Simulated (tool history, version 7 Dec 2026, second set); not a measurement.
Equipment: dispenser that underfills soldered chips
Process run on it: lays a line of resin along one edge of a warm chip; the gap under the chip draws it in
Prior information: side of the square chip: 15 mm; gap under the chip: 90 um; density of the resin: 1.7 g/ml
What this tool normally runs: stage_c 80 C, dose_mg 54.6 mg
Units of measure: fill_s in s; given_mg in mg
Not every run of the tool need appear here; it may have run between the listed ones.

run 1 hour=0.0 | stage_c=80 dose_mg=54.6 | fill_s=38.0 given_mg=52.45
run 2 hour=5.0 | stage_c=80 dose_mg=54.6 | fill_s=45.9 given_mg=52.52
-- hour=12.7 new syringe of resin
run 3 hour=13.0 | stage_c=80 dose_mg=65.6 | fill_s=35.5 given_mg=62.67
run 4 hour=16.3 | stage_c=80 dose_mg=54.6 | fill_s=41.7 given_mg=52.18
run 5 hour=19.7 | stage_c=91 dose_mg=54.6 | fill_s=33.2 given_mg=52.29
run 6 hour=23.0 | stage_c=91 dose_mg=54.6 | fill_s=37.6 given_mg=52.08
-- hour=26.8 new syringe of resin
run 7 hour=28.7 | stage_c=91 dose_mg=54.6 | fill_s=26.8 given_mg=51.87
run 8 hour=35.4 | stage_c=92 dose_mg=54.6 | fill_s=35.1 given_mg=51.46
run 9 hour=39.7 | stage_c=92 dose_mg=54.6 | fill_s=40.8 given_mg=51.58
-- hour=40.9 new syringe of resin
run 10 hour=45.0 | stage_c=92 dose_mg=54.6 | fill_s=28.5 given_mg=51.42
run 11 hour=50.2 | stage_c=92 dose_mg=54.6 | fill_s=36.6 given_mg=51.37
-- hour=54.9 new syringe of resin
run 12 hour=55.0 | stage_c=92 dose_mg=54.6 | fill_s=25.6 given_mg=51.23
run 13 hour=58.2 | stage_c=92 dose_mg=54.6 | fill_s=27.7 given_mg=51.03
run 14 hour=62.3 | stage_c=92 dose_mg=54.6 | fill_s=33.6 given_mg=51.38
-- hour=69.0 new syringe of resin
run 15 hour=69.3 | stage_c=92 dose_mg=54.6 | fill_s=24.4 given_mg=50.87
run 16 hour=76.9 | stage_c=92 dose_mg=54.6 | fill_s=33.7 given_mg=50.55
run 17 hour=81.5 | stage_c=92 dose_mg=54.6 | fill_s=40.4 given_mg=50.30
-- hour=83.3 new syringe of resin
run 18 hour=85.8 | stage_c=80 dose_mg=62.9 | fill_s=40.0 given_mg=58.06
run 19 hour=91.8 | stage_c=71 dose_mg=48.0 | fill_s=70.5 given_mg=44.03
run 20 hour=96.2 | stage_c=79 dose_mg=51.5 | fill_s=63.9 given_mg=47.44
-- hour=97.6 new syringe of resin
run 21 hour=102.8 | stage_c=88 dose_mg=51.5 | fill_s=35.5 given_mg=47.21
run 22 hour=106.7 | stage_c=86 dose_mg=59.9 | fill_s=41.2 given_mg=54.61
-- hour=108.8 dispensing valve cleaned and set on the balance
-- hour=113.0 new syringe of resin
run 23 hour=113.0 | stage_c=86 dose_mg=59.9 | fill_s=28.7 given_mg=59.61
run 24 hour=116.1 | stage_c=86 dose_mg=59.9 | fill_s=32.3 given_mg=59.44
run 25 hour=121.3 | stage_c=77 dose_mg=58.0 | fill_s=53.8 given_mg=56.90
-- hour=127.2 new syringe of resin
run 26 hour=129.1 | stage_c=67 dose_mg=54.6 | fill_s=58.9 given_mg=53.77
run 27 hour=136.3 | stage_c=78 dose_mg=47.0 | fill_s=54.7 given_mg=46.34
-- hour=141.4 new syringe of resin
run 28 hour=142.7 | stage_c=76 dose_mg=54.6 | fill_s=41.7 given_mg=53.72
run 29 hour=148.9 | stage_c=88 dose_mg=66.8 | fill_s=35.4 given_mg=65.28
run 30 hour=152.9 | stage_c=80 dose_mg=52.8 | fill_s=55.3 given_mg=51.73
-- hour=155.7 new syringe of resin
run 31 hour=160.7 | stage_c=68 dose_mg=58.2 | fill_s=65.8 given_mg=56.67
run 32 hour=164.1 | stage_c=68 dose_mg=55.7 | fill_s=75.0 given_mg=54.42
-- hour=169.7 new syringe of resin
run 33 hour=171.2 | stage_c=68 dose_mg=55.7 | fill_s=56.3 given_mg=54.35
run 34 hour=177.6 | stage_c=79 dose_mg=53.7 | fill_s=49.6 given_mg=51.90
run 35 hour=181.1 | stage_c=71 dose_mg=57.9 | fill_s=74.6 given_mg=56.26

Difference, measured minus no-hidden-state, one row per run. Run-to-run variation is common to both terms; the gauge's own scatter need not be:
Hidden conditions of the tool in this case: resin's viscosity, % of fresh resin's; dose that the valve gives, % of what is set; true chip temperature over the reading, C; drift of the gauge itself on fill_s, %; drift of the gauge itself on given_mg, %.
run=1 fill_s=+0.7 given_mg=-1.92
run=2 fill_s=+9.0 given_mg=-2.06
run=3 fill_s=-1.7 given_mg=-2.72
run=4 fill_s=+3.5 given_mg=-2.35
run=5 fill_s=+6.8 given_mg=-2.44
run=6 fill_s=+11.4 given_mg=-2.53
run=7 fill_s=+0.8 given_mg=-2.67
run=8 fill_s=+9.0 given_mg=-2.84
run=9 fill_s=+15.3 given_mg=-2.97
run=10 fill_s=+3.6 given_mg=-3.11
run=11 fill_s=+10.4 given_mg=-3.24
run=12 fill_s=-0.7 given_mg=-3.38
run=13 fill_s=+2.6 given_mg=-3.44
run=14 fill_s=+7.6 given_mg=-3.60
run=15 fill_s=-0.8 given_mg=-3.74
run=16 fill_s=+8.2 given_mg=-3.95
run=17 fill_s=+15.0 given_mg=-4.07
run=18 fill_s=+2.3 given_mg=-4.83
run=19 fill_s=+18.9 given_mg=-3.81
run=20 fill_s=+24.5 given_mg=-4.23
run=21 fill_s=+5.3 given_mg=-4.39
run=22 fill_s=+11.1 given_mg=-5.22
run=23 fill_s=-2.3 given_mg=-0.22
run=24 fill_s=+1.5 given_mg=-0.31
run=25 fill_s=+12.0 given_mg=-0.45
run=26 fill_s=-0.2 given_mg=-0.64
run=27 fill_s=+13.7 given_mg=-0.72
run=28 fill_s=-1.5 given_mg=-0.99
run=29 fill_s=+6.8 given_mg=-1.41
run=30 fill_s=+17.2 given_mg=-1.21
run=31 fill_s=+7.8 given_mg=-1.55
run=32 fill_s=+17.5 given_mg=-1.57
run=33 fill_s=-0.9 given_mg=-1.78
run=34 fill_s=+10.8 given_mg=-1.88
run=35 fill_s=+23.8 given_mg=-2.15
